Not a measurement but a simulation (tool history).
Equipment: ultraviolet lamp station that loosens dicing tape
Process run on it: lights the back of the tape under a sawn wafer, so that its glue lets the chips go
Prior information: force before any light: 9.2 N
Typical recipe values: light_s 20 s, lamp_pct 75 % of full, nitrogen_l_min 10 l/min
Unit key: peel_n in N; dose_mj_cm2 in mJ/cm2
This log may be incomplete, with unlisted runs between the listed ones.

| run | hour | light_s | lamp_pct | nitrogen_l_min | peel_n | dose_mj_cm2 |
|---|---|---|---|---|---|---|
| 1 | 0 | 20 | 75 | 10 | 1.281 | 232 |
|  | 4.7 | window cleaned of glue's vapour |
| 2 | 4.7 | 20 | 75 | 6 | 1.493 | 239 |
| 3 | 13.6 | 14 | 75 | 10 | 2.069 | 169 |
| 4 | 21.9 | 11 | 75 | 10 | 2.917 | 132 |
| 5 | 29.7 | 11 | 75 | 10 | 2.736 | 131 |
| 6 | 39.5 | 11 | 75 | 10 | 2.933 | 130 |
| 7 | 44.4 | 39 | 75 | 10 | 0.302 | 470 |
| 8 | 52.4 | 39 | 75 | 10 | 0.294 | 465 |
| 9 | 62.1 | 39 | 75 | 10 | 0.284 | 462 |
| 10 | 69.1 | 35 | 75 | 10 | 0.359 | 414 |
| 11 | 75.2 | 35 | 75 | 10 | 0.381 | 419 |
| 12 | 82.6 | 20 | 75 | 7 | 1.466 | 233 |
| 13 | 90.5 | 20 | 75 | 20 | 0.869 | 236 |
| 14 | 100.3 | 18 | 75 | 10 | 1.478 | 213 |
| 15 | 105.8 | 20 | 75 | 10 | 1.242 | 231 |
| 16 | 112.7 | 20 | 75 | 18 | 0.907 | 232 |
| 17 | 120.1 | 33 | 75 | 10 | 0.425 | 382 |
| 18 | 129.3 | 20 | 70 | 10 | 1.405 | 216 |
| 19 | 135.5 | 14 | 91 | 10 | 1.624 | 194 |
| 20 | 141.5 | 25 | 81 | 10 | 0.662 | 313 |
| 21 | 151.1 | 22 | 81 | 11 | 0.87 | 274 |
| 22 | 156.9 | 32 | 65 | 3 | 1.408 | 322 |
| 23 | 161 | 32 | 65 | 11 | 0.633 | 319 |
| 24 | 170.8 | 12 | 98 | 4 | 2.894 | 178 |
| 25 | 179.3 | 34 | 93 | 6 | 0.356 | 478 |
| 26 | 185.7 | 34 | 93 | 6 | 0.376 | 479 |
| 27 | 191.6 | 34 | 93 | 6 | 0.374 | 483 |
| 28 | 198.2 | 34 | 93 | 6 | 0.369 | 475 |
| 29 | 205 | 12 | 75 | 10 | 2.78 | 137 |
| 30 | 210.8 | 17 | 66 | 7 | 2.419 | 171 |
| 31 | 217.4 | 13 | 60 | 8 | 3.405 | 113 |
| 32 | 222.9 | 13 | 60 | 8 | 3.445 | 116 |
| 33 | 231.4 | 19 | 85 | 4 | 1.918 | 241 |

Selected run-to-run steps in peel_n, each split into two signed amounts: the part the tool would show with no hidden state at all (from settings, incoming material and random variation), and the remainder, which goes to the hidden state together with any gauge scatter not common to the measured and the hidden-state-free results:
The tool's hidden condition here consists of: lamp's light, % of a new lamp's; light that the window lets through, % of a clean one's; drift of the gauge itself on peel_n, %; drift of the gauge itself on dose_mj_cm2, %.
Run 6 -> 7: light_s 11 -> 39. peel_n -2.631 N: hidden state -0.239, all else -2.392.
Run 23 -> 24: light_s 32 -> 12, lamp_pct 65 -> 98, nitrogen_l_min 11 -> 4. peel_n +2.261 N: hidden state +0.279, all else +1.982.
Run 24 -> 25: light_s 12 -> 34, lamp_pct 98 -> 93, nitrogen_l_min 4 -> 6. peel_n -2.538 N: hidden state -0.349, all else -2.189.
Run 28 -> 29: light_s 34 -> 12, lamp_pct 93 -> 75, nitrogen_l_min 6 -> 10. peel_n +2.411 N: hidden state +0.361, all else +2.05.

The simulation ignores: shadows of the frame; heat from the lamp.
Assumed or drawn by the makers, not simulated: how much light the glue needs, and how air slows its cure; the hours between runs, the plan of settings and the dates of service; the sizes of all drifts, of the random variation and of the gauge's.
